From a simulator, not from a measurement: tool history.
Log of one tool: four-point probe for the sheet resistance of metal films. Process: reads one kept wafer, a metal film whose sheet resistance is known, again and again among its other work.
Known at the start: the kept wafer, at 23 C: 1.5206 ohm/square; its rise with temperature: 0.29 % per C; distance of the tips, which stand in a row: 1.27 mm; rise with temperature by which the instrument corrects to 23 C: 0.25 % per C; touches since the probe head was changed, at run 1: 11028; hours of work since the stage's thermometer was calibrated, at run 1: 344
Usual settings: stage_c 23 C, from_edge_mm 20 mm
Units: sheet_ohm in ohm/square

run,hour,stage_c,from_edge_mm,touches since the probe head was changed,hours of work since the stage's thermometer was calibrated,sheet_ohm
1,0.0,23,20,11028,344,1.518614
2,13.6,23,20,11978,354,1.519046
3,27.8,23,20,12961,365,1.518712
4,45.1,23,4,14165,379,1.593060
5,62.7,23,14,15391,393,1.521428
6,82.1,23,14,16740,408,1.521728
7,98.1,23,14,17855,421,1.521835
8,113.3,23,14,18913,433,1.521387
9,126.7,23,14,19849,443,1.521994
10,145.3,23,14,21140,458,1.521222
11,160.0,23,20,22166,470,1.518353
12,177.3,23,26,23369,483,1.516936
13,196.1,23,26,24674,498,1.516303
14,209.7,22,20,25625,509,1.517434
15,220.9,22,4,26406,518,1.591947
16,233.7,32,4,27293,528,1.597061
17,241.7,23,16,27854,534,1.519709
# hour 243.5: stage's thermometer calibrated
18,261.3,23,4,29177,14,1.592001
# hour 273.9: stage's thermometer calibrated, once more
19,279.9,23,4,30440,5,1.591284
20,297.6,23,4,31672,19,1.591099
21,315.1,23,10,32891,33,1.526012
22,328.1,23,10,33798,43,1.526781
23,347.6,31,57,35150,58,1.517483
24,366.6,28,16,36474,73,1.520424
25,380.0,23,25,37406,84,1.514528
26,396.1,28,7,38529,96,1.541555
27,407.4,28,7,39314,105,1.541630
28,416.7,22,50,39958,113,1.512400
29,429.3,23,17,40839,123,1.516735
30,439.2,24,23,41530,130,1.515332
31,447.6,18,24,42113,137,1.512042
32,464.3,18,24,43276,150,1.511810
33,473.3,18,47,43901,157,1.510199
34,491.7,29,8,45178,172,1.535918
35,501.2,34,3,45842,179,1.649672
36,513.6,34,3,46702,189,1.650173
37,530.0,19,50,47846,202,1.510391
38,545.2,24,18,48904,214,1.515922
39,560.6,19,5,49973,226,1.559927
40,568.9,23,28,50556,233,1.513388
41,581.9,20,39,51457,243,1.511481

Measured less the same run without the tool's hidden state. The same run-to-run variation is in both; the gauge's scatter may not be:
The hidden state here: inner tips' distance over the nominal, %; tips' flats over new ones', %; wafer's true temperature over the reading, C; drift of the gauge itself on sheet_ohm, %.
run,sheet_ohm
1,-0.005051
2,-0.005128
3,-0.005200
4,-0.005520
5,-0.005395
6,-0.005488
7,-0.005575
8,-0.005647
9,-0.005720
10,-0.005826
11,-0.005894
12,-0.005983
13,-0.006078
14,-0.006158
15,-0.006496
16,-0.006614
17,-0.006337
18,-0.006099
19,-0.007637
20,-0.007734
21,-0.007551
22,-0.007623
23,-0.007696
24,-0.007812
25,-0.007846
26,-0.008069
27,-0.008124
28,-0.008020
29,-0.008114
30,-0.008158
31,-0.008176
32,-0.008263
33,-0.008304
34,-0.008557
35,-0.009185
36,-0.009261
37,-0.008614
38,-0.008731
39,-0.009034
40,-0.008844
41,-0.008899
